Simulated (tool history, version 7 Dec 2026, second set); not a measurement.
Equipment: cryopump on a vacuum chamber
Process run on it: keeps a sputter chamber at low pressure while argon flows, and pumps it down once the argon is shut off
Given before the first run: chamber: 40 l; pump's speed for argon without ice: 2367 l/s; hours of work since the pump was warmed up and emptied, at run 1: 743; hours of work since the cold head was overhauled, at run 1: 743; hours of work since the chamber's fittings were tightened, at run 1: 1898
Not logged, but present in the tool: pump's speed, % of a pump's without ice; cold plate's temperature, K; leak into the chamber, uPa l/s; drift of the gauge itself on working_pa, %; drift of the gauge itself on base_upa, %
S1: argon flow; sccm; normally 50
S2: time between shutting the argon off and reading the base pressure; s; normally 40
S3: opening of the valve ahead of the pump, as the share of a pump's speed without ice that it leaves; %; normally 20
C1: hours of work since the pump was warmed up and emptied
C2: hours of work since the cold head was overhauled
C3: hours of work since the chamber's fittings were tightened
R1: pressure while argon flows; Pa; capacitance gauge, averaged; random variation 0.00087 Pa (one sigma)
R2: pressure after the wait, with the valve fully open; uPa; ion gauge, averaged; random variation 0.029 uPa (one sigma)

run   hour  S1   S2  S3    C1    C2    C3      R1    R2
  1      0  50   40  20   743   743  1898  0.1889  2.55
  2   26.4  50   40  36   761   761  1917  0.1092  2.65
  3     61  50   40  36   786   786  1941  0.1091  2.63
  4     94  50   40  36   809   809  1964  0.1102  2.64
  5    128  50   40  36   833   833  1988  0.1097  2.73
  6    155  50   40  36   852   852  2007  0.1109  2.71
  7  189.1  50   40  20   876   876  2031  0.1908  2.69
  8    227  50   40  20   903   903  2058  0.1902  2.77
  9  254.9  50  108  20   922   922  2078   0.191  1.96
 10  291.7  50  108  20   948   948  2104  0.1921  1.99
 11  322.4  50  108  23   970   970  2125  0.1695  2.04
 12    340  50   67  53   982   982  2138  0.0806  2.39
 13  377.4  50   67  53  1009  1009  2164  0.0818  2.36
 14  411.3  44   40  20  1032  1032  2188  0.1702  2.96
 15    442  50  246  20  1054  1054  2210  0.1955  1.86
 16  466.9  50   40  29  1072  1072  2227  0.1393  2.99
 17  491.6  50   40  29  1089  1089  2245  0.1393  2.89
     498.3  -- pump warmed up, emptied and cooled again
 18  512.6  50   40  29    10  1100  2256  0.1229  2.46
 19  534.8  43  109  29    26  1116  2271  0.1061  1.65
 20    563  23  109  29    46  1136  2291  0.0564  1.72
 21  583.9  23   43  29    60  1151  2306  0.0565  2.47
 22  613.2  32   29  22    81  1171  2327  0.1041  2.95

3 ways to go on from here, each from the tool as it stands after run 22. What would each give?
  A  649.7  32   29  38  107  1197  2352   ?   ?
  B  649.7  46   40  16  107  1197  2352   ?   ?
  C  649.7  32  208  22  107  1197  2352   ?   ?

run      R1    R2
  A  0.0614     3
  B  0.2069  2.55
  C  0.1056  1.53
Without the tool's hidden state the same runs would have given:
run      R1    R2
  A  0.0604  1.86
  B  0.2054  1.41
  C  0.1046  0.38

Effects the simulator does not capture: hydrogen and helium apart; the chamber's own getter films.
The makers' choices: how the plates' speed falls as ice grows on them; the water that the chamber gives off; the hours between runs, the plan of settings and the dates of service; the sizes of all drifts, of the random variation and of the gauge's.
